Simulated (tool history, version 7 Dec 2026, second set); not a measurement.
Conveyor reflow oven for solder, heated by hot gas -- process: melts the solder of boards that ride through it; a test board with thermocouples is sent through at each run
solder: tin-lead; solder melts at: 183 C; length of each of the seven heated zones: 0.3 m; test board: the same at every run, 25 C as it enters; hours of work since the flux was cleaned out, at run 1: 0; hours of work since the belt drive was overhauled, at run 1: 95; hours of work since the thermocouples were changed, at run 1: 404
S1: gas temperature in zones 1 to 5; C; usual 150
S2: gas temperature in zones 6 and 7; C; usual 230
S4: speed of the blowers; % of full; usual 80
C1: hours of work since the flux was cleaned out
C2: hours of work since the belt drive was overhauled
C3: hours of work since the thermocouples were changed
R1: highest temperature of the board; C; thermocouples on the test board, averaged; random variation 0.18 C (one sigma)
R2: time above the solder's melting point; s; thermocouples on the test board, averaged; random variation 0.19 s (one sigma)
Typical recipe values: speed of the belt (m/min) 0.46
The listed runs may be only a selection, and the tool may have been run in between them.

{"run": 1, "hour": 0.0, "S1": 150, "S2": 230, "speed of the belt (m/min)": 0.46, "S4": 80, "C1": 0, "C2": 95, "C3": 404, "R1": 223.2, "R2": 69.1}
{"run": 2, "hour": 5.9, "S1": 150, "S2": 230, "speed of the belt (m/min)": 0.46, "S4": 80, "C1": 2, "C2": 97, "C3": 407, "R1": 223.5, "R2": 69.1}
{"run": 3, "hour": 12.2, "S1": 150, "S2": 230, "speed of the belt (m/min)": 0.46, "S4": 80, "C1": 5, "C2": 100, "C3": 409, "R1": 223.7, "R2": 69}
{"run": 4, "hour": 18.6, "S1": 150, "S2": 230, "speed of the belt (m/min)": 0.46, "S4": 80, "C1": 8, "C2": 103, "C3": 412, "R1": 223.4, "R2": 69.2}
{"run": 5, "hour": 24.3, "S1": 150, "S2": 230, "speed of the belt (m/min)": 0.46, "S4": 80, "C1": 10, "C2": 105, "C3": 414, "R1": 223.6, "R2": 69.2}
{"run": 6, "hour": 33.8, "S1": 150, "S2": 230, "speed of the belt (m/min)": 0.46, "S4": 80, "C1": 14, "C2": 109, "C3": 418, "R1": 223.5, "R2": 69.4}
{"run": 7, "hour": 43.9, "S1": 150, "S2": 230, "speed of the belt (m/min)": 0.46, "S4": 80, "C1": 18, "C2": 113, "C3": 422, "R1": 223.5, "R2": 69.2}
{"run": 8, "hour": 55.6, "S1": 150, "S2": 230, "speed of the belt (m/min)": 0.51, "S4": 80, "C1": 23, "C2": 118, "C3": 427, "R1": 221.3, "R2": 60.8}
{"run": 9, "hour": 63.1, "S1": 150, "S2": 230, "speed of the belt (m/min)": 0.46, "S4": 80, "C1": 26, "C2": 121, "C3": 430, "R1": 223.4, "R2": 69.2}
{"run": 10, "hour": 71.3, "S1": 150, "S2": 230, "speed of the belt (m/min)": 0.46, "S4": 80, "C1": 29, "C2": 124, "C3": 433, "R1": 223.5, "R2": 69.4}
{"run": 11, "hour": 78.4, "S1": 150, "S2": 230, "speed of the belt (m/min)": 0.46, "S4": 80, "C1": 32, "C2": 127, "C3": 436, "R1": 223.5, "R2": 69.4}
{"run": 12, "hour": 88.8, "S1": 150, "S2": 239, "speed of the belt (m/min)": 0.46, "S4": 80, "C1": 36, "C2": 131, "C3": 441, "R1": 231.4, "R2": 73.5}
{"run": 13, "hour": 95.8, "S1": 150, "S2": 239, "speed of the belt (m/min)": 0.391, "S4": 80, "C1": 39, "C2": 134, "C3": 443, "R1": 234.8, "R2": 88.1}
{"run": 14, "hour": 100.8, "S1": 150, "S2": 239, "speed of the belt (m/min)": 0.391, "S4": 80, "C1": 41, "C2": 136, "C3": 445, "R1": 235.2, "R2": 88.2}
{"run": 15, "hour": 109.7, "S1": 150, "S2": 230, "speed of the belt (m/min)": 0.46, "S4": 80, "C1": 45, "C2": 140, "C3": 449, "R1": 223.1, "R2": 69.1}
{"run": 16, "hour": 121.6, "S1": 150, "S2": 230, "speed of the belt (m/min)": 0.46, "S4": 80, "C1": 50, "C2": 144, "C3": 454, "R1": 223.3, "R2": 69.2}
{"run": 17, "hour": 129.3, "S1": 150, "S2": 239, "speed of the belt (m/min)": 0.403, "S4": 80, "C1": 53, "C2": 148, "C3": 457, "R1": 234.3, "R2": 84.6}
{"run": 18, "hour": 140.4, "S1": 153, "S2": 236, "speed of the belt (m/min)": 0.541, "S4": 65, "C1": 57, "C2": 152, "C3": 462, "R1": 223.1, "R2": 58.7}
{"run": 19, "hour": 145.9, "S1": 153, "S2": 236, "speed of the belt (m/min)": 0.541, "S4": 65, "C1": 59, "C2": 154, "C3": 464, "R1": 222.7, "R2": 58.7}
{"run": 20, "hour": 152.4, "S1": 153, "S2": 236, "speed of the belt (m/min)": 0.541, "S4": 65, "C1": 62, "C2": 157, "C3": 467, "R1": 222.8, "R2": 58.3}
{"run": 21, "hour": 163.1, "S1": 148, "S2": 239, "speed of the belt (m/min)": 0.417, "S4": 78, "C1": 66, "C2": 161, "C3": 471, "R1": 233.2, "R2": 81.2}
{"run": 22, "hour": 170.6, "S1": 148, "S2": 239, "speed of the belt (m/min)": 0.417, "S4": 78, "C1": 69, "C2": 164, "C3": 474, "R1": 233.2, "R2": 80.9}
{"run": 23, "hour": 177.8, "S1": 143, "S2": 243, "speed of the belt (m/min)": 0.417, "S4": 78, "C1": 72, "C2": 167, "C3": 477, "R1": 236.4, "R2": 80.8}
{"run": 24, "hour": 186.8, "S1": 143, "S2": 243, "speed of the belt (m/min)": 0.417, "S4": 78, "C1": 76, "C2": 171, "C3": 481, "R1": 236.8, "R2": 81.2}
{"run": 25, "hour": 198.0, "S1": 158, "S2": 243, "speed of the belt (m/min)": 0.451, "S4": 85, "C1": 81, "C2": 176, "C3": 485, "R1": 237.2, "R2": 80}
{"run": 26, "hour": 205.8, "S1": 158, "S2": 243, "speed of the belt (m/min)": 0.451, "S4": 85, "C1": 84, "C2": 179, "C3": 488, "R1": 237.6, "R2": 80.4}
{"run": 27, "hour": 215.1, "S1": 150, "S2": 230, "speed of the belt (m/min)": 0.379, "S4": 56, "C1": 88, "C2": 183, "C3": 492, "R1": 223.9, "R2": 84.4}
{"run": 28, "hour": 221.0, "S1": 150, "S2": 230, "speed of the belt (m/min)": 0.379, "S4": 58, "C1": 90, "C2": 185, "C3": 494, "R1": 223.9, "R2": 84.7}
{"run": 29, "hour": 229.3, "S1": 150, "S2": 239, "speed of the belt (m/min)": 0.379, "S4": 58, "C1": 93, "C2": 188, "C3": 498, "R1": 233.1, "R2": 89.9}
{"run": 30, "hour": 239.6, "S1": 150, "S2": 239, "speed of the belt (m/min)": 0.379, "S4": 58, "C1": 98, "C2": 192, "C3": 502, "R1": 233, "R2": 89.7}
{"run": 31, "hour": 245.9, "S1": 150, "S2": 239, "speed of the belt (m/min)": 0.379, "S4": 58, "C1": 100, "C2": 195, "C3": 505, "R1": 232.7, "R2": 89.8}

Branching from run 31: 4 alternative next runs. What would each branch give?
{"run": "A", "hour": 256.8, "S1": 150, "S2": 235, "speed of the belt (m/min)": 0.539, "S4": 80, "C1": 105, "C2": 199, "C3": 509, "R1": "?", "R2": "?"}
{"run": "B", "hour": 256.8, "S1": 150, "S2": 226, "speed of the belt (m/min)": 0.421, "S4": 80, "C1": 105, "C2": 199, "C3": 509, "R1": "?", "R2": "?"}
{"run": "C", "hour": 256.8, "S1": 150, "S2": 230, "speed of the belt (m/min)": 0.384, "S4": 81, "C1": 105, "C2": 199, "C3": 509, "R1": "?", "R2": "?"}
{"run": "D", "hour": 256.8, "S1": 140, "S2": 230, "speed of the belt (m/min)": 0.46, "S4": 80, "C1": 105, "C2": 199, "C3": 509, "R1": "?", "R2": "?"}

run=A R1=224.4 R2=59.2
run=B R1=221.2 R2=75
run=C R1=226.7 R2=85.8
run=D R1=222.5 R2=65.2
Without the tool's hidden state the same runs would have given:
run=A R1=223.2 R2=58.3
run=B R1=219.7 R2=73.8
run=C R1=225.2 R2=84.6
run=D R1=221.1 R2=64.1
